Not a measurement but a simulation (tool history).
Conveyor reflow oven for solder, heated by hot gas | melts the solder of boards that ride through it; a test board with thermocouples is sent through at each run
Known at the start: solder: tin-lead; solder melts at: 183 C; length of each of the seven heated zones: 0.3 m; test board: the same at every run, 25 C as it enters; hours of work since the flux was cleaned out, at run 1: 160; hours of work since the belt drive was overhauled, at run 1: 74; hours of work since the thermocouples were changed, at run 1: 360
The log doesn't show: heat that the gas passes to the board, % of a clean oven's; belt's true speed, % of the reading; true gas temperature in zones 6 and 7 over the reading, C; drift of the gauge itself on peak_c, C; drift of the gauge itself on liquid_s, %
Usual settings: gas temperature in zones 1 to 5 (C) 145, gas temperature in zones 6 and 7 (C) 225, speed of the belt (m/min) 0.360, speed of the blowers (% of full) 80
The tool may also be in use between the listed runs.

| run | hour | gas temperature in zones 1 to 5 (C) | gas temperature in zones 6 and 7 (C) | speed of the belt (m/min) | speed of the blowers (% of full) | hours of work since the flux was cleaned out | hours of work since the belt drive was overhauled | hours of work since the thermocouples were changed | highest temperature of the board (C) | time above the solder's melting point (s) |
|---|---|---|---|---|---|---|---|---|---|---|
| 1 | 0.0 | 145 | 225 | 0.360 | 80 | 160 | 74 | 360 | 211.05 | 71.5 |
| 2 | 18.0 | 145 | 225 | 0.360 | 80 | 170 | 84 | 369 | 211.23 | 71.6 |
| 3 | 39.1 | 145 | 225 | 0.360 | 77 | 181 | 95 | 381 | 210.40 | 70.2 |
| 4 | 52.1 | 145 | 225 | 0.360 | 68 | 188 | 102 | 388 | 207.63 | 65.8 |
| 5 | 63.4 | 147 | 225 | 0.360 | 80 | 195 | 108 | 394 | 211.38 | 73.4 |
| 6 | 81.4 | 147 | 225 | 0.360 | 80 | 204 | 118 | 404 | 211.41 | 72.9 |
| 7 | 93.4 | 147 | 225 | 0.360 | 80 | 211 | 125 | 410 | 211.51 | 73.2 |
| 8 | 112.0 | 147 | 225 | 0.360 | 80 | 221 | 135 | 421 | 211.44 | 72.9 |
| 9 | 126.7 | 147 | 225 | 0.360 | 80 | 229 | 143 | 429 | 211.50 | 73.2 |
| 10 | 141.0 | 134 | 225 | 0.360 | 80 | 237 | 151 | 436 | 209.03 | 63.7 |
| 11 | 162.1 | 134 | 225 | 0.397 | 80 | 248 | 162 | 448 | 205.84 | 52.3 |
| 12 | 175.2 | 134 | 225 | 0.397 | 80 | 255 | 169 | 455 | 205.75 | 52.4 |
| 13 | 194.4 | 145 | 223 | 0.426 | 55 | 266 | 180 | 465 | 194.36 | 30.9 |
| 14 | 216.5 | 145 | 233 | 0.360 | 80 | 278 | 192 | 477 | 217.82 | 78.7 |
| 15 | 237.6 | 145 | 237 | 0.360 | 67 | 289 | 203 | 489 | 216.90 | 76.8 |
| 16 | 257.2 | 143 | 215 | 0.360 | 87 | 300 | 214 | 500 | 203.72 | 61.9 |
| 17 | 276.6 | 145 | 225 | 0.291 | 80 | 311 | 224 | 510 | 216.24 | 98.1 |
| 18 | 286.5 | 145 | 218 | 0.423 | 80 | 316 | 230 | 515 | 200.45 | 45.9 |
| 19 | 297.9 | 143 | 240 | 0.423 | 80 | 322 | 236 | 522 | 217.42 | 64.6 |
| 20 | 319.0 | 150 | 220 | 0.360 | 71 | 334 | 247 | 533 | 205.43 | 65.9 |
| 21 | 340.2 | 150 | 220 | 0.360 | 71 | 345 | 259 | 545 | 205.39 | 65.9 |
| 22 | 357.6 | 150 | 220 | 0.360 | 71 | 355 | 268 | 554 | 205.29 | 65.9 |
| 23 | 369.9 | 134 | 228 | 0.389 | 87 | 361 | 275 | 561 | 210.74 | 60.6 |

Measured less the same run without the tool's hidden state. The same run-to-run variation is in both; the gauge's scatter may not be:
| run | highest temperature of the board (C) | time above the solder's melting point (s) |
|---|---|---|
| 1 | +0.21 | +0.0 |
| 2 | +0.19 | +0.0 |
| 3 | +0.18 | +0.0 |
| 4 | +0.16 | +0.0 |
| 5 | +0.18 | +0.0 |
| 6 | +0.17 | +0.0 |
| 7 | +0.15 | +0.0 |
| 8 | +0.14 | -0.1 |
| 9 | +0.13 | -0.1 |
| 10 | +0.02 | -0.3 |
| 11 | -0.12 | -0.4 |
| 12 | -0.14 | -0.4 |
| 13 | -0.08 | -0.3 |
| 14 | -0.02 | -0.1 |
| 15 | -0.06 | -0.1 |
| 16 | +0.09 | -0.3 |
| 17 | +0.27 | +0.1 |
| 18 | -0.18 | -0.7 |
| 19 | -0.43 | -0.5 |
| 20 | +0.05 | -0.3 |
| 21 | +0.04 | -0.3 |
| 22 | +0.02 | -0.4 |
| 23 | -0.38 | -0.7 |
